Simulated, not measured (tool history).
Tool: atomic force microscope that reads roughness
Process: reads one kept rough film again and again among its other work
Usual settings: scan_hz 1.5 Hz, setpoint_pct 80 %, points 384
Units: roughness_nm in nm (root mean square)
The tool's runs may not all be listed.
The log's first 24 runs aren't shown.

run   hour  scan_hz  setpoint_pct  points  pictures with this tip  hours of work since the height scale was calibrated  roughness_nm
 25  280.8     1.86            58     619                      69                                                  348         0.668
 26    291     3.49            56     827                      84                                                  356         0.659
 27  305.4     1.16            56     334                     105                                                  367         0.669
     307.3  -- height scale calibrated on a step standard
 28  319.6     1.16            56     334                     124                                                   10         0.664
 29  329.8      1.5            62     303                     138                                                   18         0.651
 30  340.1      1.5            62     303                     153                                                   26         0.648
     349.5  -- new tip fitted
 31  354.4      0.9            80     434                       7                                                   37         0.661
 32  367.5     2.49            60     816                      26                                                   47         0.664
 33  379.5      1.5            85     384                      43                                                   56         0.629
     387.6  -- height scale calibrated on a step standard, once more
 34  395.2     0.52            80     473                      64                                                    6         0.671
 35  404.2      1.5            80     449                      77                                                   13         0.642
 36  413.7      1.5            80     449                      90                                                   21          0.64
 37  428.7      1.5            80     520                     112                                                   32         0.641
 38  440.8     3.58            77     380                     129                                                   42         0.598
 39  456.6     3.58            77     380                     152                                                   54         0.596

Forecast each of these 3 alternatives for the next run:
     466.3  -- new tip fitted
  A   471      1.5            80     967                       7                                                   65             ?
     466.3  -- new tip fitted
  B   471     1.65            77     792                       7                                                   65             ?
     466.3  -- new tip fitted
  C   471     2.78            80     297                       7                                                   65             ?

run  roughness_nm
  A         0.654
  B         0.656
  C         0.616
Without the tool's hidden state the same runs would have given:
run  roughness_nm
  A         0.656
  B         0.659
  C         0.618
